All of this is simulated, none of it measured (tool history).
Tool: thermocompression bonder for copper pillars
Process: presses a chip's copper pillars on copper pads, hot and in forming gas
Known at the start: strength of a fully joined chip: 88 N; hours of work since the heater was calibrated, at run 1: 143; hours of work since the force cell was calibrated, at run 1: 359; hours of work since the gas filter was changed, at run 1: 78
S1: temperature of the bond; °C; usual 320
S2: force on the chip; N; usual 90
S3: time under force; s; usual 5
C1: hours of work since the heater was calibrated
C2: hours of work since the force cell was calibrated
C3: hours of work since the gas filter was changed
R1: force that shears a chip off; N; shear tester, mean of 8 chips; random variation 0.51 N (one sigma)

run 1 day=0.000 | S1=320 S2=90 S3=5 | C1=143 C2=359 C3=78 | R1=32.0
run 2 day=0.633 | S1=320 S2=90 S3=5 | C1=153 C2=369 C3=89 | R1=32.6
run 3 day=1.167 | S1=320 S2=90 S3=5 | C1=162 C2=378 C3=97 | R1=31.8
run 4 day=1.688 | S1=320 S2=90 S3=5 | C1=170 C2=387 C3=106 | R1=30.9
run 5 day=1.996 | S1=320 S2=90 S3=5 | C1=175 C2=392 C3=111 | R1=31.5
run 6 day=2.533 | S1=320 S2=90 S3=13 | C1=184 C2=400 C3=120 | R1=43.0
run 7 day=2.988 | S1=320 S2=68 S3=13 | C1=192 C2=408 C3=127 | R1=35.1
run 8 day=3.467 | S1=320 S2=90 S3=5 | C1=199 C2=416 C3=135 | R1=31.9
run 9 day=4.062 | S1=313 S2=90 S3=5 | C1=209 C2=425 C3=145 | R1=26.8
-- day=4.362 forming gas filter changed
run 10 day=4.429 | S1=320 S2=90 S3=5 | C1=215 C2=431 C3=1 | R1=33.8
run 11 day=4.896 | S1=320 S2=90 S3=5 | C1=222 C2=438 C3=9 | R1=33.0
run 12 day=5.225 | S1=320 S2=90 S3=5 | C1=228 C2=444 C3=14 | R1=32.6
run 13 day=5.817 | S1=320 S2=90 S3=5 | C1=237 C2=453 C3=24 | R1=32.3
run 14 day=6.225 | S1=320 S2=90 S3=5 | C1=244 C2=460 C3=30 | R1=33.0
run 15 day=6.954 | S1=320 S2=90 S3=5 | C1=256 C2=472 C3=42 | R1=31.6
run 16 day=7.479 | S1=320 S2=90 S3=5 | C1=264 C2=480 C3=51 | R1=31.3
run 17 day=8.025 | S1=320 S2=90 S3=5 | C1=273 C2=489 C3=60 | R1=31.6
run 18 day=8.696 | S1=320 S2=62 S3=5 | C1=284 C2=500 C3=70 | R1=22.3
run 19 day=9.175 | S1=320 S2=62 S3=5 | C1=292 C2=508 C3=78 | R1=21.9
run 20 day=9.533 | S1=320 S2=62 S3=5 | C1=298 C2=514 C3=84 | R1=21.5
run 21 day=9.979 | S1=301 S2=90 S3=4 | C1=305 C2=521 C3=91 | R1=21.6
run 22 day=10.700 | S1=301 S2=90 S3=4 | C1=317 C2=533 C3=103 | R1=20.8
run 23 day=11.038 | S1=320 S2=127 S3=6 | C1=322 C2=538 C3=109 | R1=43.6
run 24 day=11.500 | S1=320 S2=127 S3=6 | C1=330 C2=546 C3=116 | R1=43.6
run 25 day=12.025 | S1=320 S2=127 S3=6 | C1=338 C2=554 C3=125 | R1=44.2

Run 26 comes next. What will it give?
run 26 day=12.579 | S1=320 S2=127 S3=6 | C1=347 C2=563 C3=134 | R1=?

Run 26 gave R1 42.1 N.
Without the tool's hidden state the same run would have given R1 47.9 N.
